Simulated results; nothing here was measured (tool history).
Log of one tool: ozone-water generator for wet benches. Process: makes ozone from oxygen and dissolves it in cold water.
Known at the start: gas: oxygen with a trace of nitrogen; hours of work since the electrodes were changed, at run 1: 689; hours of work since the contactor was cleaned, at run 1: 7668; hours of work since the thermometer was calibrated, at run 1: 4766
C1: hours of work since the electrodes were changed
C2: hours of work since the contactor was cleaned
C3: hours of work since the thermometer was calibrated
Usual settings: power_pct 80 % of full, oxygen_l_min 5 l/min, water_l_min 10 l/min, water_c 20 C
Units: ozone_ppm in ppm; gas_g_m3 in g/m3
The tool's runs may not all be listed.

{"run": 1, "hour": 0.0, "power_pct": 80, "oxygen_l_min": 5, "water_l_min": 10, "water_c": 20, "C1": 689, "C2": 7668, "C3": 4766, "ozone_ppm": 43.2, "gas_g_m3": 281.3}
{"run": 2, "hour": 38.0, "power_pct": 80, "oxygen_l_min": 5, "water_l_min": 10, "water_c": 20, "C1": 719, "C2": 7698, "C3": 4796, "ozone_ppm": 43.9, "gas_g_m3": 278.1}
{"run": 3, "hour": 58.4, "power_pct": 80, "oxygen_l_min": 5, "water_l_min": 10, "water_c": 20, "C1": 735, "C2": 7714, "C3": 4813, "ozone_ppm": 43.8, "gas_g_m3": 280.1}
{"run": 4, "hour": 93.3, "power_pct": 80, "oxygen_l_min": 5, "water_l_min": 10, "water_c": 20, "C1": 763, "C2": 7742, "C3": 4841, "ozone_ppm": 43.7, "gas_g_m3": 279.2}
{"run": 5, "hour": 113.1, "power_pct": 80, "oxygen_l_min": 6.6, "water_l_min": 10, "water_c": 20, "C1": 779, "C2": 7758, "C3": 4856, "ozone_ppm": 39.9, "gas_g_m3": 233}
{"run": 6, "hour": 138.8, "power_pct": 80, "oxygen_l_min": 5, "water_l_min": 10, "water_c": 20, "C1": 799, "C2": 7778, "C3": 4877, "ozone_ppm": 44.1, "gas_g_m3": 282.5}
{"run": 7, "hour": 181.4, "power_pct": 80, "oxygen_l_min": 5, "water_l_min": 10, "water_c": 20, "C1": 833, "C2": 7812, "C3": 4911, "ozone_ppm": 43.6, "gas_g_m3": 282.6}
{"run": 8, "hour": 220.4, "power_pct": 80, "oxygen_l_min": 5, "water_l_min": 10, "water_c": 20, "C1": 865, "C2": 7843, "C3": 4942, "ozone_ppm": 43.2, "gas_g_m3": 278.1}
{"run": 9, "hour": 251.8, "power_pct": 80, "oxygen_l_min": 5, "water_l_min": 10, "water_c": 20, "C1": 890, "C2": 7869, "C3": 4967, "ozone_ppm": 43.7, "gas_g_m3": 284.7}
{"run": 10, "hour": 287.9, "power_pct": 99, "oxygen_l_min": 5, "water_l_min": 10, "water_c": 20, "C1": 918, "C2": 7897, "C3": 4996, "ozone_ppm": 49.1, "gas_g_m3": 316.2}
{"run": 11, "hour": 314.9, "power_pct": 99, "oxygen_l_min": 5, "water_l_min": 10, "water_c": 20, "C1": 940, "C2": 7919, "C3": 5017, "ozone_ppm": 48.5, "gas_g_m3": 313.4}
{"run": 12, "hour": 339.8, "power_pct": 99, "oxygen_l_min": 5, "water_l_min": 10, "water_c": 18, "C1": 960, "C2": 7939, "C3": 5037, "ozone_ppm": 51.2, "gas_g_m3": 313.2}
{"run": 13, "hour": 382.1, "power_pct": 99, "oxygen_l_min": 5, "water_l_min": 10, "water_c": 18, "C1": 994, "C2": 7973, "C3": 5071, "ozone_ppm": 51.1, "gas_g_m3": 315}
{"run": 14, "hour": 410.3, "power_pct": 99, "oxygen_l_min": 5, "water_l_min": 10, "water_c": 18, "C1": 1016, "C2": 7995, "C3": 5094, "ozone_ppm": 50.2, "gas_g_m3": 316.1}
{"run": 15, "hour": 429.0, "power_pct": 99, "oxygen_l_min": 5, "water_l_min": 10, "water_c": 18, "C1": 1031, "C2": 8010, "C3": 5108, "ozone_ppm": 50.3, "gas_g_m3": 317.1}
{"run": 16, "hour": 456.2, "power_pct": 80, "oxygen_l_min": 8.43, "water_l_min": 10, "water_c": 20, "C1": 1053, "C2": 8032, "C3": 5130, "ozone_ppm": 36, "gas_g_m3": 201}
{"run": 17, "hour": 492.9, "power_pct": 80, "oxygen_l_min": 8.43, "water_l_min": 10, "water_c": 20, "C1": 1082, "C2": 8061, "C3": 5159, "ozone_ppm": 36.3, "gas_g_m3": 198.9}
{"run": 18, "hour": 518.2, "power_pct": 66, "oxygen_l_min": 8.43, "water_l_min": 10, "water_c": 18, "C1": 1102, "C2": 8081, "C3": 5180, "ozone_ppm": 34.9, "gas_g_m3": 180.3}
{"run": 19, "hour": 556.4, "power_pct": 63, "oxygen_l_min": 5.52, "water_l_min": 10, "water_c": 20, "C1": 1133, "C2": 8112, "C3": 5210, "ozone_ppm": 37.2, "gas_g_m3": 234.5}
{"run": 20, "hour": 576.7, "power_pct": 63, "oxygen_l_min": 5.52, "water_l_min": 10, "water_c": 20, "C1": 1149, "C2": 8128, "C3": 5226, "ozone_ppm": 37.8, "gas_g_m3": 234.9}

Run 21 comes next. What will it give?
{"run": 21, "hour": 603.3, "power_pct": 63, "oxygen_l_min": 5.52, "water_l_min": 10, "water_c": 20, "C1": 1170, "C2": 8149, "C3": 5248, "ozone_ppm": "?", "gas_g_m3": "?"}

ozone_ppm: 37.6 ppm
gas_g_m3: 237.1 g/m3
Without the tool's hidden state the same run would have given ozone_ppm 37.7 ppm, gas_g_m3 232.1 g/m3.
